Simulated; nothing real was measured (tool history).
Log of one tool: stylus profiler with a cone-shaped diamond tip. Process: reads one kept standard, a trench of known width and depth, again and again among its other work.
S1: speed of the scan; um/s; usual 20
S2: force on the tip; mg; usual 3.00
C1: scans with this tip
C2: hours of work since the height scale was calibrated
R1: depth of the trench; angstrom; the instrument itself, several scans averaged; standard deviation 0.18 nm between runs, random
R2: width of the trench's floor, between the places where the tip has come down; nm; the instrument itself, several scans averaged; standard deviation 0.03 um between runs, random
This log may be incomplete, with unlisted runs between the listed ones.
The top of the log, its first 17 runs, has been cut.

Run 18, hour 1146.9: usual settings but S2 3.42 mg; C1 9313; C2 734. Result: R1 10140.9 angstrom, R2 25730 nm.
Run 19, hour 1221.0: usual settings but S1 9 um/s; C1 9914; C2 781. Result: R1 10129.2 angstrom, R2 25800 nm.
Run 20, hour 1280.1: usual settings; C1 10393; C2 819. Result: R1 10136.4 angstrom, R2 25760 nm.
Run 21, hour 1352.5: usual settings; C1 10982; C2 865. Result: R1 10131.8 angstrom, R2 25640 nm.
Run 22, hour 1406.9: usual settings but S1 16 um/s, S2 6.65 mg; C1 11424; C2 900. Result: R1 10215.6 angstrom, R2 25680 nm.
Run 23, hour 1466.0: usual settings but S1 11 um/s, S2 2.92 mg; C1 11904; C2 938. Result: R1 10131.0 angstrom, R2 25620 nm.
Run 24, hour 1522.8: usual settings but S1 11 um/s, S2 2.92 mg; C1 12365; C2 974. Result: R1 10132.7 angstrom, R2 25650 nm.
Run 25, hour 1570.4: usual settings but S1 11 um/s, S2 2.92 mg; C1 12751; C2 1004. Result: R1 10133.7 angstrom, R2 25590 nm.
Run 26, hour 1637.6: usual settings but S2 4.09 mg; C1 13297; C2 1047. Result: R1 10160.6 angstrom, R2 25480 nm.
Run 27, hour 1692.2: usual settings but S1 12 um/s; C1 13740; C2 1082. Result: R1 10137.0 angstrom, R2 25490 nm.
Run 28, hour 1769.9: usual settings but S1 12 um/s; C1 14371; C2 1132. Result: R1 10140.6 angstrom, R2 25530 nm.
Run 29, hour 1832.0: usual settings but S1 12 um/s; C1 14875; C2 1172. Result: R1 10138.1 angstrom, R2 25420 nm.
Run 30, hour 1882.7: usual settings but S1 12 um/s; C1 15287; C2 1204. Result: R1 10143.6 angstrom, R2 25400 nm.
Run 31, hour 1950.9: usual settings but S1 12 um/s; C1 15841; C2 1248. Result: R1 10141.1 angstrom, R2 25370 nm.
Run 32, hour 2033.8: usual settings but S1 31 um/s, S2 8.48 mg; C1 16514; C2 1301. Result: R1 10257.2 angstrom, R2 25340 nm.
Run 33, hour 2077.0: usual settings but S1 5 um/s, S2 1.06 mg; C1 16865; C2 1328. Result: R1 10082.3 angstrom, R2 25330 nm.
Run 34, hour 2123.9: usual settings but S1 5 um/s, S2 1.06 mg; C1 17246; C2 1358. Result: R1 10084.5 angstrom, R2 25260 nm.
Run 35, hour 2182.0: usual settings but S1 5 um/s, S2 1.06 mg; C1 17717; C2 1396. Result: R1 10088.0 angstrom, R2 25300 nm.
Run 36, hour 2263.2: usual settings but S1 5 um/s, S2 1.06 mg; C1 18377; C2 1448. Result: R1 10087.6 angstrom, R2 25310 nm.
Run 37, hour 2339.5: usual settings but S1 5 um/s, S2 1.06 mg; C1 18996; C2 1496. Result: R1 10088.9 angstrom, R2 25220 nm.
Run 38, hour 2402.6: usual settings but S1 14 um/s, S2 1.29 mg; C1 19508; C2 1537. Result: R1 10093.9 angstrom, R2 25130 nm.
Run 39, hour 2448.2: usual settings but S1 14 um/s, S2 1.29 mg; C1 19879; C2 1566. Result: R1 10102.0 angstrom, R2 25090 nm.
Run 40, hour 2503.7: usual settings but S1 14 um/s, S2 1.29 mg; C1 20329; C2 1601. Result: R1 10098.1 angstrom, R2 25090 nm.
At hour 2522.4: height scale calibrated on a step standard.
Run 41, hour 2558.2: usual settings but S1 44 um/s, S2 1.91 mg; C1 20768; C2 23. Result: R1 10086.2 angstrom, R2 24960 nm.
Run 42, hour 2635.0: usual settings but S1 44 um/s, S2 1.91 mg; C1 21392; C2 72. Result: R1 10087.4 angstrom, R2 24920 nm.

Below are 4 alternative next runs, each starting from the tool's condition after run 42. Predict each:
Run A, hour 2716.2: usual settings but S1 44 um/s, S2 6.79 mg; C1 22050; C2 124. Result: R1 ?, R2 ?.
Run B, hour 2716.2: usual settings but S1 51 um/s, S2 7.63 mg; C1 22050; C2 124. Result: R1 ?, R2 ?.
Run C, hour 2716.2: usual settings but S1 75 um/s, S2 1.91 mg; C1 22050; C2 124. Result: R1 ?, R2 ?.
Run D, hour 2716.2: usual settings but S2 7.48 mg; C1 22050; C2 124. Result: R1 ?, R2 ?.

run       R1     R2
  A  10203.4  24980
  B  10218.2  24920
  C  10086.0  24690
  D  10215.4  25050
The same runs, with their run-to-run variation unchanged, on a tool lacking any hidden condition would have given:
run       R1     R2
  A  10199.9  26460
  B  10214.7  26390
  C  10082.5  26160
  D  10211.9  26530
